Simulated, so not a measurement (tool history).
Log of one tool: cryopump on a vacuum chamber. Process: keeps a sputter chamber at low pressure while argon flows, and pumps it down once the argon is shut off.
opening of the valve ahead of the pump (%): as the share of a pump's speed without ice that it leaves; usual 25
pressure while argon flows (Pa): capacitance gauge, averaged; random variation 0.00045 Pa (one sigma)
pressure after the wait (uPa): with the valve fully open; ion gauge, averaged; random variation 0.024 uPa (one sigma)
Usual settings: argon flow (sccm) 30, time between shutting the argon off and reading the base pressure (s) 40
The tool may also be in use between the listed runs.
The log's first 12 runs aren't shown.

run,day,argon flow (sccm),time between shutting the argon off and reading the base pressure (s),opening of the valve ahead of the pump (%),pressure while argon flows (Pa),pressure after the wait (uPa)
13,6.258,30,40,25,0.0852,2.44
14,6.867,30,40,25,0.0851,2.42
15,7.392,30,241,25,0.0854,1.81
16,7.804,30,241,25,0.0848,1.83
17,8.254,30,40,25,0.0854,2.35
18,8.838,30,40,25,0.0858,2.49
19,9.304,21,102,21,0.0709,2.01
20,10.021,30,105,25,0.0852,2.05
21,10.371,27,71,28,0.0695,2.12
22,10.825,27,71,28,0.0687,2.18
23,11.404,27,71,28,0.0686,2.18
24,12.067,25,91,28,0.0639,2.12
25,12.696,25,91,28,0.0643,2.13
26,13.392,25,24,25,0.0709,3.03
27,13.762,25,24,25,0.0719,3.06
28,14.492,25,24,25,0.0716,2.93
29,15.167,26,64,45,0.0427,2.23
30,15.608,26,64,45,0.0423,2.25
31,16.204,26,64,45,0.0421,2.33
32,16.738,36,69,45,0.0580,2.21
33,17.212,35,54,16,0.1545,2.40
34,17.833,20,54,16,0.0889,2.40
35,18.129,20,173,19,0.0747,2.01

3 ways to go on from here, each from the tool as it stands after run 35. What would each give?
A,18.792,16,100,38,?,?
B,18.792,20,42,19,?,?
C,18.792,20,276,49,?,?

run,pressure while argon flows (Pa),pressure after the wait (uPa)
A,0.0306,2.13
B,0.0759,2.57
C,0.0294,2.00
Without the tool's hidden state the same runs would have given:
run,pressure while argon flows (Pa),pressure after the wait (uPa)
A,0.0292,0.41
B,0.0741,0.84
C,0.0277,0.23
